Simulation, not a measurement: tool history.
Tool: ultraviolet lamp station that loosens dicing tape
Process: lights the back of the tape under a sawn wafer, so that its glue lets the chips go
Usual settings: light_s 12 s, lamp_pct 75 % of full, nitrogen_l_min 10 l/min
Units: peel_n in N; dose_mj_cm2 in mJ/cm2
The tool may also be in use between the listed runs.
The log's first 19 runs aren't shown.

{"run": 20, "hour": 515.8, "light_s": 12, "lamp_pct": 75, "nitrogen_l_min": 10, "peel_n": 0.943, "dose_mj_cm2": 370}
{"run": 21, "hour": 539.7, "light_s": 12, "lamp_pct": 75, "nitrogen_l_min": 10, "peel_n": 0.982, "dose_mj_cm2": 374}
{"run": 22, "hour": 575.0, "light_s": 12, "lamp_pct": 75, "nitrogen_l_min": 10, "peel_n": 0.962, "dose_mj_cm2": 372}
{"run": 23, "hour": 606.7, "light_s": 12, "lamp_pct": 75, "nitrogen_l_min": 13, "peel_n": 0.833, "dose_mj_cm2": 365}
{"run": 24, "hour": 639.0, "light_s": 12, "lamp_pct": 75, "nitrogen_l_min": 13, "peel_n": 0.877, "dose_mj_cm2": 366}
{"run": 25, "hour": 666.3, "light_s": 19, "lamp_pct": 75, "nitrogen_l_min": 7, "peel_n": 0.505, "dose_mj_cm2": 574}
{"run": 26, "hour": 704.8, "light_s": 19, "lamp_pct": 75, "nitrogen_l_min": 7, "peel_n": 0.513, "dose_mj_cm2": 579}
{"hour": 730.6, "done": "window cleaned of glue's vapour"}
{"run": 27, "hour": 736.9, "light_s": 12, "lamp_pct": 92, "nitrogen_l_min": 5, "peel_n": 0.996, "dose_mj_cm2": 460}
{"run": 28, "hour": 766.2, "light_s": 12, "lamp_pct": 92, "nitrogen_l_min": 5, "peel_n": 1.019, "dose_mj_cm2": 465}
{"run": 29, "hour": 785.2, "light_s": 12, "lamp_pct": 92, "nitrogen_l_min": 5, "peel_n": 1.055, "dose_mj_cm2": 464}
{"run": 30, "hour": 808.5, "light_s": 12, "lamp_pct": 92, "nitrogen_l_min": 5, "peel_n": 1.045, "dose_mj_cm2": 459}
{"run": 31, "hour": 848.9, "light_s": 12, "lamp_pct": 92, "nitrogen_l_min": 5, "peel_n": 1.016, "dose_mj_cm2": 457}
{"run": 32, "hour": 867.2, "light_s": 12, "lamp_pct": 92, "nitrogen_l_min": 5, "peel_n": 1.029, "dose_mj_cm2": 453}
{"run": 33, "hour": 892.4, "light_s": 12, "lamp_pct": 92, "nitrogen_l_min": 5, "peel_n": 1.056, "dose_mj_cm2": 449}
{"run": 34, "hour": 928.5, "light_s": 12, "lamp_pct": 92, "nitrogen_l_min": 5, "peel_n": 1.033, "dose_mj_cm2": 449}
{"run": 35, "hour": 952.5, "light_s": 12, "lamp_pct": 92, "nitrogen_l_min": 5, "peel_n": 1.041, "dose_mj_cm2": 449}
{"run": 36, "hour": 979.6, "light_s": 12, "lamp_pct": 92, "nitrogen_l_min": 5, "peel_n": 1.073, "dose_mj_cm2": 445}
{"run": 37, "hour": 1020.6, "light_s": 18, "lamp_pct": 69, "nitrogen_l_min": 9, "peel_n": 0.586, "dose_mj_cm2": 500}
{"run": 38, "hour": 1061.0, "light_s": 14, "lamp_pct": 75, "nitrogen_l_min": 8, "peel_n": 0.884, "dose_mj_cm2": 417}
{"run": 39, "hour": 1086.6, "light_s": 14, "lamp_pct": 93, "nitrogen_l_min": 8, "peel_n": 0.587, "dose_mj_cm2": 515}
{"run": 40, "hour": 1109.4, "light_s": 13, "lamp_pct": 75, "nitrogen_l_min": 10, "peel_n": 0.91, "dose_mj_cm2": 383}
{"run": 41, "hour": 1139.6, "light_s": 7, "lamp_pct": 81, "nitrogen_l_min": 6, "peel_n": 2.29, "dose_mj_cm2": 225}
{"run": 42, "hour": 1174.7, "light_s": 18, "lamp_pct": 75, "nitrogen_l_min": 15, "peel_n": 0.347, "dose_mj_cm2": 527}
{"run": 43, "hour": 1208.4, "light_s": 18, "lamp_pct": 75, "nitrogen_l_min": 11, "peel_n": 0.442, "dose_mj_cm2": 523}
{"run": 44, "hour": 1230.5, "light_s": 24, "lamp_pct": 75, "nitrogen_l_min": 7, "peel_n": 0.347, "dose_mj_cm2": 696}

3 ways to go on from here, each from the tool as it stands after run 44. What would each give?
{"run": "A", "hour": 1261.3, "light_s": 19, "lamp_pct": 84, "nitrogen_l_min": 13, "peel_n": "?", "dose_mj_cm2": "?"}
{"run": "B", "hour": 1261.3, "light_s": 24, "lamp_pct": 86, "nitrogen_l_min": 4, "peel_n": "?", "dose_mj_cm2": "?"}
{"run": "C", "hour": 1261.3, "light_s": 17, "lamp_pct": 89, "nitrogen_l_min": 7, "peel_n": "?", "dose_mj_cm2": "?"}

run=A peel_n=0.274 dose_mj_cm2=608
run=B peel_n=0.43 dose_mj_cm2=792
run=C peel_n=0.513 dose_mj_cm2=576
Without the tool's hidden state the same runs would have given:
run=A peel_n=0.117 dose_mj_cm2=881
run=B peel_n=0.179 dose_mj_cm2=1147
run=C peel_n=0.212 dose_mj_cm2=834

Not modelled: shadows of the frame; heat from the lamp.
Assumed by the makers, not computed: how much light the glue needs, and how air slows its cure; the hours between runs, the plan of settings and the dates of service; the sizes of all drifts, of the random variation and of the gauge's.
